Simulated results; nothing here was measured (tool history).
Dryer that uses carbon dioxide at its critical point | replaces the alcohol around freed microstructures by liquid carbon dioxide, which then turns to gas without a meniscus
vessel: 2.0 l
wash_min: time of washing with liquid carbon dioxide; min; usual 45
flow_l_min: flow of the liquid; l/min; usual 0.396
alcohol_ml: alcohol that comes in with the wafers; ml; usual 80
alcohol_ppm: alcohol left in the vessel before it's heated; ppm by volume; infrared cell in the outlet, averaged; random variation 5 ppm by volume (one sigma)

run	day	wash_min	flow_l_min	alcohol_ml	alcohol_ppm
1	0.000	45	0.396	80	53
2	0.583	45	0.396	80	57
3	1.083	33	0.396	80	240
4	1.575	33	0.396	80	247
5	2.104	45	0.415	80	54
6	2.458	45	0.415	80	61
7	2.829	45	0.415	80	54
8	3.167	55	0.396	80	32
9	3.475	55	0.396	80	39
10	3.817	55	0.396	80	45
11	4.112	55	0.396	80	44
12	4.621	55	0.396	80	48
13	4.938	59	0.396	36	42
14	5.421	71	0.625	43	27
15	5.721	45	0.252	26	213
16	6.046	45	0.559	56	44
17	6.283	32	0.396	80	308
18	6.692	39	0.484	97	70
19	6.962	39	0.484	97	66
20	7.525	49	0.484	97	47
21	8.029	49	0.484	97	54

Forecast each of these 5 alternatives for the next run:
A	8.517	35	0.484	79	?
B	8.517	33	0.484	97	?
C	8.517	69	0.484	77	?
D	8.517	45	0.396	28	?
E	8.517	46	0.333	57	?

run	alcohol_ppm
A	95
B	134
C	49
D	65
E	119
Without the tool's hidden state the same runs would have given:
run	alcohol_ppm
A	40
B	70
C	9
D	20
E	59
